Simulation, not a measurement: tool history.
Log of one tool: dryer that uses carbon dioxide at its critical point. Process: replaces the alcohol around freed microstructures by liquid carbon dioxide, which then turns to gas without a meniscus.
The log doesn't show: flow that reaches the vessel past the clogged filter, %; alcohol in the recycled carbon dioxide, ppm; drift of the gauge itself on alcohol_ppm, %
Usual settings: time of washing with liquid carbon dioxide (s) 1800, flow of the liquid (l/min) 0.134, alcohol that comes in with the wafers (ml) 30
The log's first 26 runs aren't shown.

| run | hour | time of washing with liquid carbon dioxide (s) | flow of the liquid (l/min) | alcohol that comes in with the wafers (ml) | hours of work since the filter was changed | hours of work since the purifier's bed was changed | alcohol left in the vessel before it's heated (ppm by volume) |
|---|---|---|---|---|---|---|---|
| 27 | 608.3 | 1800 | 0.146 | 23 | 199 | 199 | 145 |
| 28 | 638.2 | 2220 | 0.146 | 67 | 221 | 221 | 117 |
| 29 | 654.2 | 2220 | 0.146 | 67 | 233 | 233 | 125 |
| 30 | 676.9 | 2280 | 0.11 | 37 | 249 | 249 | 295 |
| 31 | 694.9 | 2280 | 0.11 | 37 | 262 | 262 | 317 |
| 32 | 714.8 | 1800 | 0.204 | 65 | 277 | 277 | 80 |
| 33 | 729.9 | 1860 | 0.081 | 41 | 288 | 288 | 3010 |
| 34 | 752.2 | 1920 | 0.134 | 31 | 304 | 304 | 239 |
| 35 | 773.8 | 2580 | 0.134 | 30 | 320 | 320 | 78 |
| 36 | 792.7 | 1740 | 0.174 | 69 | 334 | 334 | 208 |
| 37 | 827.4 | 2700 | 0.211 | 30 | 359 | 359 | 40 |
| 38 | 852.7 | 2700 | 0.211 | 30 | 378 | 378 | 50 |
| 39 | 888.3 | 1860 | 0.139 | 70 | 404 | 404 | 560 |
| 40 | 906.8 | 1620 | 0.134 | 34 | 417 | 417 | 675 |
| 41 | 939.1 | 1620 | 0.134 | 34 | 441 | 441 | 684 |
| 42 | 966.7 | 1860 | 0.134 | 30 | 461 | 461 | 343 |
| 43 | 999.2 | 2640 | 0.134 | 117 | 485 | 485 | 188 |
| 44 | 1021.8 | 1560 | 0.134 | 107 | 501 | 501 | 2549 |
| 45 | 1050.1 | 1680 | 0.13 | 112 | 522 | 522 | 2283 |
| 46 | 1071.9 | 1680 | 0.13 | 112 | 538 | 538 | 2302 |
| 47 | 1091.6 | 1260 | 0.174 | 100 | 552 | 552 | 2036 |

Forecast each of these 3 alternatives for the next run:
| A | 1125.5 | 2400 | 0.174 | 33 | 577 | 577 | ? |
| B | 1125.5 | 1260 | 0.174 | 78 | 577 | 577 | ? |
| C | 1125.5 | 1860 | 0.15 | 46 | 577 | 577 | ? |

| run | alcohol left in the vessel before it's heated (ppm by volume) |
|---|---|
| A | 81 |
| B | 1593 |
| C | 334 |
Without the tool's hidden state the same runs would have given:
| run | alcohol left in the vessel before it's heated (ppm by volume) |
|---|---|
| A | 10 |
| B | 819 |
| C | 121 |

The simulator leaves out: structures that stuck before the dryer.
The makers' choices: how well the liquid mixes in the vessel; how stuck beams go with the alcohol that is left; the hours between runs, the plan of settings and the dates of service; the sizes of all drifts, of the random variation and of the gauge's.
